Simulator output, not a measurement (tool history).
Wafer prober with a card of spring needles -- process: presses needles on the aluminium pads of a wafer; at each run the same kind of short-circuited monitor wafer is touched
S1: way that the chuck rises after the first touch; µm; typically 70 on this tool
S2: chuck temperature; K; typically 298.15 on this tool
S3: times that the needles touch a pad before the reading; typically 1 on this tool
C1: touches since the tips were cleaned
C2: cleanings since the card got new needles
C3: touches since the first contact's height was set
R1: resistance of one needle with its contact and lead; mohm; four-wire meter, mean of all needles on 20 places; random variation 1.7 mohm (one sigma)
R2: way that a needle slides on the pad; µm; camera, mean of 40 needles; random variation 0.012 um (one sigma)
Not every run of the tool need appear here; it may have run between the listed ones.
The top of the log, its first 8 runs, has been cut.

run	hour	S1	S2	S3	C1	C2	C3	R1	R2
# hour 95.3: tips cleaned on abrasive film
9	102.6	70	298.15	1	3350	13	83732	212	12.38
# hour 108.7: tips cleaned on abrasive film
10	118.2	88	298.15	1	4341	14	90802	203	15.60
# hour 121.0: tips cleaned on abrasive film
# hour 134.2: tips cleaned on abrasive film
11	135.2	88	298.15	1	493	16	98547	186	15.57
# hour 143.7: height of the first contact set anew
# hour 147.1: tips cleaned on abrasive film
12	152.6	88	302.15	1	2519	17	4037	196	15.41
# hour 160.0: tips cleaned on abrasive film
13	169.0	88	302.15	1	4119	18	11537	206	15.41
# hour 173.0: tips cleaned on abrasive film
14	181.2	70	298.15	1	3746	19	17081	215	12.14
# hour 186.2: tips cleaned on abrasive film
# hour 199.5: tips cleaned on abrasive film
15	199.6	70	298.15	1	54	21	25442	184	12.12
# hour 213.1: tips cleaned on abrasive film
16	217.0	70	298.15	1	1803	22	33360	204	12.10
# hour 226.7: height of the first contact set anew, once more
# hour 226.8: tips cleaned on abrasive film
17	234.5	61	353.15	2	3521	23	3521	214	10.94
# hour 240.2: tips cleaned on abrasive film
18	242.3	61	350.15	2	962	24	7079	203	10.93
# hour 253.4: tips cleaned on abrasive film
19	258.3	61	350.15	2	2234	25	14349	210	10.94
# hour 265.9: tips cleaned on abrasive film
20	270.7	66	323.15	1	2212	26	20015	213	11.81
# hour 278.7: tips cleaned on abrasive film
21	289.5	89	339.15	1	4958	27	28594	211	15.91
# hour 292.5: tips cleaned on abrasive film
22	300.8	77	339.15	1	3790	28	33703	213	13.76
# hour 305.7: tips cleaned on abrasive film
23	311.0	77	339.15	1	2444	29	38333	211	13.76
# hour 318.5: tips cleaned on abrasive film
24	318.9	77	339.15	1	184	30	41903	191	13.73
25	326.6	60	368.15	1	3739	30	45458	238	10.68
# hour 330.9: tips cleaned on abrasive film
26	342.2	75	378.15	3	5183	31	52537	204	13.34
# hour 343.8: tips cleaned on abrasive film
27	349.8	75	378.15	3	2780	32	56004	204	13.37
# hour 357.3: tips cleaned on abrasive film
28	361.4	80	306.15	1	1845	33	61247	196	14.22
# hour 370.3: tips cleaned on abrasive film
29	374.5	70	328.15	2	1916	34	67209	201	12.41
# hour 383.7: tips cleaned on abrasive film
30	387.1	88	328.15	2	1552	35	72956	189	15.60
# hour 396.8: tips cleaned on abrasive film
31	403.3	88	328.15	2	3005	36	80360	193	15.61

Below are 5 alternative next runs, each starting from the tool's condition after run 31. Predict each:
# hour 410.0: tips cleaned on abrasive film
A	412.6	70	298.15	2	1178	37	84560	?	?
# hour 410.0: tips cleaned on abrasive film
B	412.6	68	328.15	2	1178	37	84560	?	?
# hour 410.0: tips cleaned on abrasive film
C	412.6	70	302.15	1	1178	37	84560	?	?
# hour 410.0: tips cleaned on abrasive film
D	412.6	80	328.15	2	1178	37	84560	?	?
# hour 410.0: tips cleaned on abrasive film
E	412.6	70	302.15	1	1178	37	84560	?	?

run	R1	R2
A	191	12.35
B	199	12.00
C	201	12.37
D	191	14.16
E	198	12.35
Stripped of hidden state, with their random variation kept, the same runs would have yielded:
run	R1	R2
A	178	12.57
B	187	12.22
C	180	12.59
D	181	14.38
E	178	12.58

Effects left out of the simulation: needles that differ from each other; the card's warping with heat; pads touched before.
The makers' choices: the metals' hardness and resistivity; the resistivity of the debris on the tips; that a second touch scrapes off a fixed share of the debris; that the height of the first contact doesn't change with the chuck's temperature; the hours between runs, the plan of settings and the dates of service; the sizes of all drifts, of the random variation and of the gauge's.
